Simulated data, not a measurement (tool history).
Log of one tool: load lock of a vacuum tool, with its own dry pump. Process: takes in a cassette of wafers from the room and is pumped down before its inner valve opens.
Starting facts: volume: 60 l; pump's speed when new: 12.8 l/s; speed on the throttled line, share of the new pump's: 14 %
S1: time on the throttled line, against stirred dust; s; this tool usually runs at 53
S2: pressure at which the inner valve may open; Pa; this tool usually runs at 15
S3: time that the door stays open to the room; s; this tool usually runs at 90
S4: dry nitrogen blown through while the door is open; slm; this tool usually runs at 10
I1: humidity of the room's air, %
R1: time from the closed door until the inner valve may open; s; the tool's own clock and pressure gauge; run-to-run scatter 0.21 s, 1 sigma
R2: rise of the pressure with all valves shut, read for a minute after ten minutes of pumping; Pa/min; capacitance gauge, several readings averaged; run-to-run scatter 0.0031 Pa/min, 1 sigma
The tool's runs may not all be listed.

| run | hour | S1 | S2 | S3 | S4 | I1 | R1 | R2 |
|---|---|---|---|---|---|---|---|---|
| 1 | 0.0 | 53 | 15 | 90 | 10 | 45.9 | 90.1 | 0.060 |
| 2 | 265.8 | 53 | 15 | 90 | 10 | 45.8 | 90.5 | 0.063 |
| 3 | 510.6 | 67 | 15 | 90 | 10 | 46.3 | 102.6 | 0.060 |
| 4 | 1045.5 | 67 | 15 | 90 | 10 | 45.2 | 102.3 | 0.068 |
| 5 | 1502.1 | 67 | 15 | 90 | 10 | 46.5 | 102.6 | 0.064 |
| 6 | 1748.3 | 67 | 15 | 90 | 10 | 45.3 | 102.5 | 0.067 |
| 7 | 2060.7 | 67 | 15 | 90 | 10 | 40.8 | 102.6 | 0.063 |
| 8 | 2533.6 | 53 | 15 | 90 | 10 | 46.3 | 91.1 | 0.067 |
| 9 | 2943.0 | 53 | 15 | 90 | 10 | 44.5 | 91.2 | 0.066 |
| 10 | 3433.5 | 53 | 15 | 90 | 10 | 44.8 | 91.3 | 0.073 |
| 11 | 3759.6 | 53 | 15 | 90 | 10 | 44.1 | 91.5 | 0.066 |
| 12 | 4291.1 | 53 | 15 | 90 | 10 | 42.6 | 91.4 | 0.068 |
| 13 | 4583.6 | 53 | 15 | 90 | 10 | 41.8 | 91.5 | 0.071 |
| 14 | 4960.2 | 53 | 15 | 90 | 10 | 42.4 | 91.1 | 0.070 |
| 15 | 5365.3 | 53 | 15 | 90 | 10 | 49.2 | 91.8 | 0.080 |
| 16 | 5592.1 | 53 | 15 | 90 | 10 | 44.6 | 91.8 | 0.072 |
| 17 | 5850.4 | 53 | 15 | 90 | 10 | 49.5 | 92.1 | 0.081 |
| 18 | 6072.9 | 53 | 15 | 90 | 10 | 46.6 | 91.8 | 0.080 |
| 19 | 6390.8 | 43 | 15 | 74 | 6 | 46.9 | 83.8 | 0.079 |
| 20 | 6746.5 | 43 | 15 | 74 | 6 | 46.0 | 83.7 | 0.081 |
| 21 | 7236.1 | 68 | 21 | 99 | 7 | 43.2 | 103.0 | 0.083 |
| 22 | 7703.3 | 68 | 21 | 99 | 7 | 44.7 | 102.7 | 0.090 |
| 23 | 8203.5 | 68 | 21 | 99 | 7 | 43.4 | 103.0 | 0.099 |
| 24 | 8730.7 | 68 | 21 | 99 | 7 | 45.7 | 102.9 | 0.097 |
| 25 | 8987.1 | 53 | 15 | 90 | 5 | 44.9 | 92.8 | 0.099 |
| 26 | 9394.4 | 27 | 14 | 90 | 29 | 44.5 | 71.6 | 0.070 |
| 27 | 9671.7 | 27 | 14 | 38 | 29 | 43.6 | 65.7 | 0.052 |
| 28 | 10088.6 | 27 | 14 | 27 | 7 | 44.4 | 65.7 | 0.065 |
| 29 | 10431.1 | 86 | 11 | 27 | 13 | 42.5 | 117.6 | 0.067 |
| 30 | 10857.6 | 82 | 15 | 90 | 24 | 43.1 | 112.8 | 0.081 |
| 31 | 11256.9 | 81 | 15 | 43 | 24 | 46.4 | 111.4 | 0.070 |
| 32 | 11562.3 | 53 | 22 | 90 | 32 | 44.8 | 86.0 | 0.081 |
| 33 | 11894.7 | 53 | 11 | 76 | 19 | 46.8 | 89.8 | 0.084 |
| 34 | 12218.4 | 39 | 19 | 153 | 5 | 43.6 | 74.9 | 0.137 |
| 35 | 12519.3 | 39 | 19 | 153 | 5 | 42.7 | 75.4 | 0.142 |
| 36 | 12849.7 | 39 | 19 | 153 | 5 | 44.3 | 75.0 | 0.146 |

Not shown here: 1 entry made in the log between runs. Locate each between two listed runs and compare the hidden state at the listed run before it with the hidden state at the listed run after it:
Logged between run 26 and run 27: dry pump taken out, an overhauled one fitted (hour 9547.6)
  pump's speed, % of a new pump's: 85.4 -> 98.5; leak at the door's seal, Pa l/s: 0.0348 -> 0.0362
  the result without the hidden state subtracted from the measured one, R1: +6.6 -> +0.6 s; R2: +0.033 -> +0.034 Pa/min

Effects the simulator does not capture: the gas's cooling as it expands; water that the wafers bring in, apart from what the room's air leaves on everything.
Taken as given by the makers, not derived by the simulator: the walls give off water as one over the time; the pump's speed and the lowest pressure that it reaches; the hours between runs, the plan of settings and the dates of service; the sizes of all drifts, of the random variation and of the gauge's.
